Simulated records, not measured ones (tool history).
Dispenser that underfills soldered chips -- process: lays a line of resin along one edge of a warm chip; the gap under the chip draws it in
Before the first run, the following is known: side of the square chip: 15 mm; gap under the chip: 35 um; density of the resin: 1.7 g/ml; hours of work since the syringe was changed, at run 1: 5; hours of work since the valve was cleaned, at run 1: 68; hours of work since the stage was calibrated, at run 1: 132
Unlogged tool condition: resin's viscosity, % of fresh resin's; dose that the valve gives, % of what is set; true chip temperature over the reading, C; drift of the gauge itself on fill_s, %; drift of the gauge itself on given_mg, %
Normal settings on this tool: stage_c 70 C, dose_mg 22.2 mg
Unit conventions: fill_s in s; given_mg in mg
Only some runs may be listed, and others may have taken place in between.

| run | day | stage_c | dose_mg | hours of work since the syringe was changed | hours of work since the valve was cleaned | hours of work since the stage was calibrated | fill_s | given_mg |
|---|---|---|---|---|---|---|---|---|
| 1 | 0 | 70 | 22.2 | 5 | 68 | 132 | 560.8 | 21.03 |
|  | 0.258 | new syringe of resin |
| 2 | 0.258 | 70 | 22.2 | 0 | 72 | 136 | 358.1 | 21 |
| 3 | 0.692 | 70 | 22.2 | 7 | 79 | 143 | 652.3 | 20.76 |
|  | 0.867 | new syringe of resin |
|  | 1.129 | dispensing valve cleaned and set on the balance |
| 4 | 1.129 | 70 | 22.2 | 4 | 0 | 149 | 475.9 | 22.19 |
|  | 1.475 | new syringe of resin |
| 5 | 1.612 | 70 | 22.2 | 2 | 8 | 157 | 428 | 22.1 |
|  | 2.067 | new syringe of resin |
| 6 | 2.167 | 70 | 22.2 | 2 | 17 | 166 | 398 | 21.94 |
| 7 | 2.592 | 67 | 22.2 | 9 | 23 | 172 | 819.1 | 21.86 |
|  | 2.629 | new syringe of resin |
| 8 | 2.867 | 67 | 26.2 | 4 | 28 | 177 | 535.2 | 25.64 |
|  | 3.2 | new syringe of resin |
| 9 | 3.208 | 67 | 26.2 | 0 | 33 | 182 | 384.3 | 25.64 |
| 10 | 3.612 | 67 | 26.2 | 7 | 40 | 189 | 678.6 | 25.31 |
|  | 3.771 | new syringe of resin |
| 11 | 3.933 | 67 | 26.2 | 3 | 45 | 194 | 474.3 | 25.19 |
| 12 | 4.188 | 81 | 26 | 7 | 49 | 198 | 429.7 | 24.92 |
|  | 4.346 | new syringe of resin |
| 13 | 4.604 | 81 | 26 | 4 | 56 | 205 | 353.6 | 24.88 |

The next listed run, before its measurement:
|  | 4.925 | new syringe of resin |
| 14 | 5.112 | 81 | 26 | 3 | 64 | 213 | ? | ? |

fill_s: 313.1 s
given_mg: 24.62 mg
With no hidden state in the tool, this same run would have given fill_s 241.3 s, given_mg 25.89 mg.

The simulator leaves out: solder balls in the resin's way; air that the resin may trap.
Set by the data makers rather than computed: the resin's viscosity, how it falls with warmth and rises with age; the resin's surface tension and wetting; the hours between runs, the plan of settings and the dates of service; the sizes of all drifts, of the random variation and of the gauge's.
